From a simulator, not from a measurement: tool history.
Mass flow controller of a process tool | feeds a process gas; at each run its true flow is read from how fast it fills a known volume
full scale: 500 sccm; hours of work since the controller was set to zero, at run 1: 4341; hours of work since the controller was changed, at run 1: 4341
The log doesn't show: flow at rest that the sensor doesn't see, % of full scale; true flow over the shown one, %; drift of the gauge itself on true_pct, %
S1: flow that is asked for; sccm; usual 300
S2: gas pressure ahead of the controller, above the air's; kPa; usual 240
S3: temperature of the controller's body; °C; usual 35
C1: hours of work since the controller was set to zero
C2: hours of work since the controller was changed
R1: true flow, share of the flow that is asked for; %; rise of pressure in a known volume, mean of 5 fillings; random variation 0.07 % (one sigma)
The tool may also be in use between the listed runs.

run    hour   S1   S2  S3    C1    C2      R1
  1       0  300  240  35  4341  4341  100.14
  2   100.8  300  240  35  4382  4382  100.16
  3     250  300  240  35  4444  4444  100.35
  4   435.2  300  240  35  4519  4519  100.23
  5   673.9  300  240  35  4617  4617  100.45
  6   877.8  300  240  35  4701  4701  100.36
  7   978.8  300  240  35  4742  4742  100.43
  8  1113.7   56  240  35  4797  4797   92.37
  9  1292.3   56  240  35  4871  4871   92.21
 10  1525.8   56  240  35  4966  4966   92.36
 11  1764.8   56  240  35  5064  5064   92.18
 12  1863.3  300  162  35  5104  5104  101.05
 13  2002.1  300  240  35  5161  5161  100.56
 14  2136.3  300  240  35  5216  5216  100.39
 15  2273.5  300  240  35  5273  5273  100.43
     2346.1  -- controller exchanged for a calibrated one
 16  2468.9  300  189  35    50    50   99.48
 17  2658.3  300  189  35   128   128   99.26
 18  2788.8  300  204  35   181   181   99.15
 19  2947.5  300  226  35   246   246   99.05
 20  3072.5  300  226  35   298   298    99.1
 21  3263.9  300  226  35   376   376   99.13
 22  3489.1  131  217  26   468   468   99.13
 23  3681.4  131  277  39   547   547   98.05
 24  3814.5  253  241  34   602   602   98.96
 25  3965.8  253  241  34   664   664   98.91
 26    4118  142  240  22   726   726   99.12
 27  4275.5  236  256  37   790   790   98.77
 28  4429.2  265  167  39   853   853   99.32
 29  4587.9  322  196  37   918   918   99.53
 30  4765.5  322  196  37   991   991   99.42
 31  4881.6  300  231  33  1039  1039   99.37
 32  4998.2  300  258  31  1087  1087   99.27
 33  5141.9  300  268  23  1145  1145   99.54
 34  5285.1  300  268  23  1204  1204   99.58
 35    5405  300  268  23  1253  1253    99.7
 36  5579.1  300  268  23  1324  1324   99.65
 37  5776.2  300  194  35  1405  1405   99.72
 38  5876.4  300  240  24  1446  1446    99.9
 39  6041.3  300  240  20  1514  1514     100
 40  6183.9  185  175  24  1572  1572   99.75

How the hidden state differs across the entries between the runs, from the last listed run before each to the first after it:
Between runs 15 and 16: controller exchanged for a calibrated one (hour 2346.1)
  flow at rest that the sensor doesn't see, % of full scale: -1.122 -> -0.019; true flow over the shown one, %: 3.48 -> 0.02
  measured less the result without the state, R1: +1.61 -> -0.01 %

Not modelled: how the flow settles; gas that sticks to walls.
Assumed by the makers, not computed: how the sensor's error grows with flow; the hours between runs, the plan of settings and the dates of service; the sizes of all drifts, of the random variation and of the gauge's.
